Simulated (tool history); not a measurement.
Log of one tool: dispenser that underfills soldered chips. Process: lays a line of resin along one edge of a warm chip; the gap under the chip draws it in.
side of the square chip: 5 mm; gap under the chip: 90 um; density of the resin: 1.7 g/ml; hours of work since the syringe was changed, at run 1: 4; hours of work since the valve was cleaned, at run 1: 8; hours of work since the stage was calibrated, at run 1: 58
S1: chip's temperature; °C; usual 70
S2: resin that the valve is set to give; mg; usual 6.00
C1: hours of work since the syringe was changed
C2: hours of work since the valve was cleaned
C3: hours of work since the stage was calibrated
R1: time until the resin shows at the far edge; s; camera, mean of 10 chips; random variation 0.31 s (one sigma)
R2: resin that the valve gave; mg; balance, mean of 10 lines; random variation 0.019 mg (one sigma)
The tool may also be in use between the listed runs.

run 1 hour=0.0 | S1=70 S2=6.00 | C1=4 C2=8 C3=58 | R1=10.1 R2=5.99
-- hour=4.0 new syringe of resin
run 2 hour=4.3 | S1=70 S2=6.00 | C1=0 C2=11 C3=61 | R1=7.2 R2=6.00
run 3 hour=8.5 | S1=70 S2=6.00 | C1=3 C2=14 C3=64 | R1=9.9 R2=5.94
-- hour=13.0 new syringe of resin
run 4 hour=13.0 | S1=70 S2=6.00 | C1=0 C2=17 C3=67 | R1=7.5 R2=5.94
run 5 hour=15.6 | S1=70 S2=6.00 | C1=2 C2=19 C3=68 | R1=8.8 R2=5.98
run 6 hour=17.6 | S1=67 S2=6.00 | C1=3 C2=20 C3=70 | R1=10.6 R2=5.97
run 7 hour=20.5 | S1=55 S2=6.00 | C1=5 C2=22 C3=72 | R1=18.2 R2=5.96
-- hour=22.0 new syringe of resin
run 8 hour=25.4 | S1=70 S2=7.37 | C1=2 C2=25 C3=75 | R1=9.3 R2=7.30
run 9 hour=27.9 | S1=70 S2=6.06 | C1=4 C2=27 C3=77 | R1=10.0 R2=5.98
run 10 hour=30.1 | S1=70 S2=6.06 | C1=6 C2=29 C3=78 | R1=12.0 R2=6.01
-- hour=31.0 new syringe of resin
run 11 hour=33.9 | S1=70 S2=6.06 | C1=2 C2=31 C3=81 | R1=8.5 R2=5.98
run 12 hour=38.0 | S1=70 S2=6.06 | C1=5 C2=34 C3=84 | R1=11.0 R2=5.97
-- hour=39.9 new syringe of resin
run 13 hour=40.4 | S1=70 S2=6.06 | C1=0 C2=36 C3=85 | R1=7.7 R2=5.98
run 14 hour=44.6 | S1=70 S2=6.00 | C1=3 C2=38 C3=88 | R1=9.7 R2=5.89
-- hour=48.8 new syringe of resin
run 15 hour=49.6 | S1=70 S2=5.94 | C1=1 C2=42 C3=92 | R1=8.6 R2=5.82
run 16 hour=53.7 | S1=70 S2=5.94 | C1=3 C2=45 C3=94 | R1=9.7 R2=5.82
-- hour=55.1 dispensing valve cleaned and set on the balance
-- hour=58.8 new syringe of resin
run 17 hour=59.7 | S1=58 S2=6.88 | C1=1 C2=3 C3=98 | R1=12.1 R2=6.89
run 18 hour=62.1 | S1=75 S2=6.62 | C1=2 C2=5 C3=99 | R1=7.2 R2=6.60
run 19 hour=66.0 | S1=81 S2=6.75 | C1=5 C2=7 C3=102 | R1=7.2 R2=6.76
-- hour=67.9 new syringe of resin
run 20 hour=70.0 | S1=68 S2=7.25 | C1=1 C2=10 C3=105 | R1=8.6 R2=7.18
run 21 hour=74.5 | S1=77 S2=7.17 | C1=5 C2=13 C3=108 | R1=7.9 R2=7.11

The next listed run, before its measurement:
-- hour=76.9 new syringe of resin
run 22 hour=79.1 | S1=55 S2=5.50 | C1=2 C2=16 C3=111 | R1=? R2=?

R1: 14.3 s
R2: 5.44 mg
Without the tool's hidden state the same run would have given R1 13.0 s, R2 5.49 mg.
